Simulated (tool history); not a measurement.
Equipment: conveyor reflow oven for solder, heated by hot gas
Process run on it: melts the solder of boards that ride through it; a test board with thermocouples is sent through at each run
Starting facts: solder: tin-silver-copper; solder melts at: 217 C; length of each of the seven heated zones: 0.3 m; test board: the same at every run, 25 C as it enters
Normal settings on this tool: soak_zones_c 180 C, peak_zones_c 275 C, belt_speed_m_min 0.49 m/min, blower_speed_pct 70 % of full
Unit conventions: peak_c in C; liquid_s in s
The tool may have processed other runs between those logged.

run	day	soak_zones_c	peak_zones_c	belt_speed_m_min	blower_speed_pct	peak_c	liquid_s
1	0	180	275	0.49	70	257.8	59.1
2	2.012	180	275	0.49	70	257.2	59.5
3	4.679	180	275	0.49	70	256.9	60
4	6.112	188	275	0.49	70	257.2	63.7
5	7.508	180	275	0.49	70	257	59.5
6	10.083	180	275	0.49	70	256.7	59.7
# day 12.067: thermocouples of zones 6 and 7 changed
7	12.067	180	275	0.49	70	257.6	59.6
8	13.5	180	275	0.49	70	256.4	59.3
9	15.396	180	275	0.49	70	256.8	59.9
10	17.762	183	275	0.49	70	256.9	60.9
11	20.604	183	275	0.49	70	257.7	61.1
12	23.45	180	275	0.49	70	258.4	59.4
13	25.875	180	275	0.49	55	252.8	55.7
14	27.679	180	275	0.49	55	253.3	55.7
# day 29.488: flux residue cleaned out of gas plates and filters
15	30.325	174	275	0.49	70	256.2	57.1
16	32.471	174	275	0.49	70	255.2	56.5
17	34.525	174	275	0.49	70	256	56.7
18	37.754	174	282	0.49	70	262.3	60.6
19	40.992	169	268	0.517	84	250.7	48.7
20	43.988	186	265	0.49	52	244.7	51.9
21	46.162	186	269	0.491	63	252.1	58
22	48.733	184	281	0.546	80	261.7	56.8
23	51.679	184	281	0.546	80	261.7	56.5
# day 52.046: belt drive overhauled, speed set with a stopwatch
24	55.108	184	281	0.546	80	262.2	56.5
25	57.05	181	275	0.502	56	252.3	54.3
# day 59.296: flux residue cleaned out of gas plates and filters
26	59.633	180	277	0.561	70	254.4	48.6
27	61.712	168	275	0.416	54	255.2	64
28	63.775	168	275	0.416	54	256	64.6
29	66.1	182	275	0.475	70	257.9	63.2
30	68.725	180	275	0.405	70	261.9	76.3
31	70.483	187	274	0.498	57	253.4	58.2

What if the next run were any one of these 3? Each begins from the tool's condition after run 31:
A	73.779	181	274	0.565	83	?	?
B	73.779	180	266	0.49	82	?	?
C	73.779	187	274	0.51	57	?	?

run	peak_c	liquid_s
A	254.4	49.9
B	252.4	56.6
C	253.1	56.4
With the hidden condition removed and each run's random variation left untouched, the same runs would have given:
run	peak_c	liquid_s
A	254.5	49.9
B	252.4	56.6
C	253.2	56.5
